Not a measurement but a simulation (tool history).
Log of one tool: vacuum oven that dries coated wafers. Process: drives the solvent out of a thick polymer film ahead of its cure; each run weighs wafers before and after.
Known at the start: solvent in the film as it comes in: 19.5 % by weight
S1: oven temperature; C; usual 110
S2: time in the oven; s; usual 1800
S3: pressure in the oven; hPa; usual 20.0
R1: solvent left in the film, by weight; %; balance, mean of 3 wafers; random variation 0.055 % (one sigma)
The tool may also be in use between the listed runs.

run   hour   S1    S2    S3    R1
  1    0.0  110  1800  20.0  2.56
  2   11.6  110  2040  20.0  2.29
  3   32.2  110  2040  20.0  2.31
  4   58.7  110  2040  44.1  3.95
  5   79.8  110  2040  46.6  4.12
  6   94.9  110  2040  46.6  4.09
  7  118.2  110  1500  20.0  3.24
  8  137.7  110  1500  20.0  3.18
  9  154.9  110  1500  20.0  3.21
 10  179.9   96  1260  42.8  9.61
 11  206.4  110  1740  18.7  2.67
 12  223.0  110  1740  18.7  2.68
 13  236.2  105  2400  20.0  2.76
 14  259.1  115  1920  19.5  1.83
 15  272.5  101  1440  63.8  9.00

Forecast each of these 5 alternatives for the next run:
  A  291.8  112  1320  12.3   ?
  B  291.8  101  1440  26.3   ?
  C  291.8  123  1800  31.1   ?
  D  291.8  118  2040  66.2   ?
  E  291.8   95  1740  12.5   ?

run    R1
  A  2.81
  B  6.11
  C  1.71
  D  3.91
  E  5.74
Without the tool's hidden state the same runs would have given:
run    R1
  A  2.56
  B  5.76
  C  1.54
  D  3.69
  E  5.34
